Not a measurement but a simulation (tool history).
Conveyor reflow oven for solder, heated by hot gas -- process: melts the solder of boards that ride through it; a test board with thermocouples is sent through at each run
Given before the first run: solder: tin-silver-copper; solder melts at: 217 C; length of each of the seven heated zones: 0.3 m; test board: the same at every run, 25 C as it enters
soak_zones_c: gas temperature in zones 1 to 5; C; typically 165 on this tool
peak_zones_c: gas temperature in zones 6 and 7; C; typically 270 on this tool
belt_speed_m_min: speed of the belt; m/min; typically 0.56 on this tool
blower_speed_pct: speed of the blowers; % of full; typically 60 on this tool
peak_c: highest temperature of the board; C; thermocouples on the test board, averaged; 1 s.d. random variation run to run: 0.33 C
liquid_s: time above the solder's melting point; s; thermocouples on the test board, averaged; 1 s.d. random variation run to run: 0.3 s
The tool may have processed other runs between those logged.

run,hour,soak_zones_c,peak_zones_c,belt_speed_m_min,blower_speed_pct,peak_c,liquid_s
1,0,165,270,0.56,60,242.9,36.6
2,17.4,176,270,0.56,60,245.8,41.8
3,43.5,165,274,0.56,60,246.3,40.2
4,61,165,270,0.56,60,243,37.3
5,78.6,165,270,0.56,60,242.8,36.9
6,107.7,161,270,0.56,60,241.5,35
7,138.6,161,270,0.56,60,242,34.8
8,171,161,270,0.56,60,242,34.5
9,203.6,165,266,0.56,60,240.1,34
10,229.2,165,266,0.56,60,239.2,33.8
11,248,165,270,0.56,60,243,36.6
12,278,165,270,0.56,60,243.4,37.2
13,307.4,165,270,0.454,60,251.3,55.2
14,332.1,153,270,0.454,60,249.1,49.5
15,355.8,165,270,0.56,80,249.2,42.7
16,387.1,165,270,0.456,58,250.6,54
17,405.3,175,270,0.601,60,242.6,36.2
18,422.7,164,270,0.468,60,249.8,51.7
19,455.1,155,270,0.468,76,252.6,52.1
20,490.3,155,270,0.468,76,253.4,52.6
21,523.8,155,270,0.468,76,253.8,52.9
22,549.8,165,262,0.599,60,234.1,26
23,566.8,161,262,0.601,85,240.2,32.4
24,588.1,165,270,0.515,75,251.4,48.3
25,602.5,156,276,0.6,58,241.4,30.1
26,618.8,156,274,0.576,58,241.6,32
27,640.7,151,269,0.582,89,246.3,36.1
28,660.1,168,281,0.57,59,251.2,42.6
29,682.2,168,281,0.57,59,251.3,43.1
30,708.7,168,281,0.57,59,251.5,43.2

Taken out of this log: 2 entries between the listed runs. Where each belongs, and how the hidden state differs across it:
In the gap between runs 11 and 12: flux residue cleaned out of gas plates and filters (hour 259.7)
  heat that the gas passes to the board, % of a clean oven's: 99.1 -> 99.9
In the gap between runs 29 and 30: flux residue cleaned out of gas plates and filters (hour 700.4)
  heat that the gas passes to the board, % of a clean oven's: 99.1 -> 99.9; belt's true speed, % of the reading: 99.92 -> 99.91
